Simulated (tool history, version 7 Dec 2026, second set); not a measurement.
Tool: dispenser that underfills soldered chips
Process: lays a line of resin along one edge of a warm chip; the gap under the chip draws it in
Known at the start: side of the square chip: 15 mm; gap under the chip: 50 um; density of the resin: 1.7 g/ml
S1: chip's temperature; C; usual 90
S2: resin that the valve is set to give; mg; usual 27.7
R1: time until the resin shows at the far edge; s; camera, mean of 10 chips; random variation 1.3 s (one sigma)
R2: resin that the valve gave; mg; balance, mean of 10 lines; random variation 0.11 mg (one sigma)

run	hour	S1	S2	R1	R2
1	0.0	90	27.7	132.9	27.41
2	5.2	91	27.7	172.8	27.53
# hour 7.9: new syringe of resin
3	12.3	91	27.7	159.3	27.51
# hour 16.6: new syringe of resin
4	18.6	80	27.7	183.9	27.46
# hour 25.4: new syringe of resin
5	26.1	90	27.7	131.4	27.54
6	32.7	90	27.7	191.9	27.19
# hour 34.2: new syringe of resin
7	36.3	90	27.7	142.6	27.29
8	41.3	90	30.7	188.4	30.42
# hour 43.0: new syringe of resin
9	47.5	98	27.7	132.0	27.28
# hour 51.6: new syringe of resin
10	53.2	98	27.7	111.8	27.16
# hour 56.4: dispensing valve cleaned and set on the balance
11	57.4	90	33.9	160.7	33.66
# hour 61.3: new syringe of resin
12	63.4	90	33.9	138.0	33.65
13	66.6	81	33.9	210.5	33.52
# hour 70.0: new syringe of resin
14	73.8	101	33.9	113.9	33.53
# hour 78.6: new syringe of resin
15	79.0	101	33.9	94.2	33.60
16	82.4	81	27.7	206.2	27.45
# hour 87.1: new syringe of resin
17	87.1	90	27.7	124.1	27.31
18	90.1	90	27.7	148.7	27.29
# hour 95.6: new syringe of resin
19	96.9	90	27.7	136.9	27.10
20	102.3	90	27.7	185.2	27.04
# hour 104.2: new syringe of resin
21	106.5	96	24.1	127.9	23.62
22	111.5	101	31.7	140.6	30.81
# hour 112.8: new syringe of resin
# hour 118.1: dispensing valve cleaned and set on the balance
23	118.3	75	26.9	255.3	26.67
# hour 122.7: new syringe of resin
24	123.1	75	26.9	201.0	26.83
25	127.0	80	32.9	211.8	32.56
# hour 131.4: new syringe of resin
26	132.6	80	32.9	177.2	32.62
27	135.9	93	27.7	155.2	27.48
28	138.9	86	29.4	220.6	29.07
# hour 140.2: new syringe of resin
29	143.5	78	27.7	219.7	27.44
# hour 149.1: new syringe of resin
30	149.8	78	27.7	184.8	27.33
31	153.5	78	26.5	227.6	25.96
# hour 157.8: new syringe of resin
32	157.8	80	24.2	173.7	23.99
33	160.8	80	24.2	207.9	23.84
# hour 166.6: new syringe of resin
34	166.8	100	30.7	95.6	30.20
35	173.2	97	35.2	147.3	34.68
# hour 175.3: new syringe of resin
36	177.7	103	24.3	107.7	23.74

Forecast each of these 3 alternatives for the next run:
# hour 179.6: dispensing valve cleaned and set on the balance
# hour 184.7: new syringe of resin
A	184.7	81	25.0	?	?
# hour 179.6: dispensing valve cleaned and set on the balance
# hour 184.7: new syringe of resin
B	184.7	83	24.3	?	?
# hour 179.6: dispensing valve cleaned and set on the balance
# hour 184.7: new syringe of resin
C	184.7	103	30.8	?	?

run	R1	R2
A	166.2	24.87
B	158.2	24.41
C	87.0	30.58
Without the tool's hidden state the same runs would have given:
run	R1	R2
A	163.4	24.94
B	155.5	24.49
C	85.8	30.67

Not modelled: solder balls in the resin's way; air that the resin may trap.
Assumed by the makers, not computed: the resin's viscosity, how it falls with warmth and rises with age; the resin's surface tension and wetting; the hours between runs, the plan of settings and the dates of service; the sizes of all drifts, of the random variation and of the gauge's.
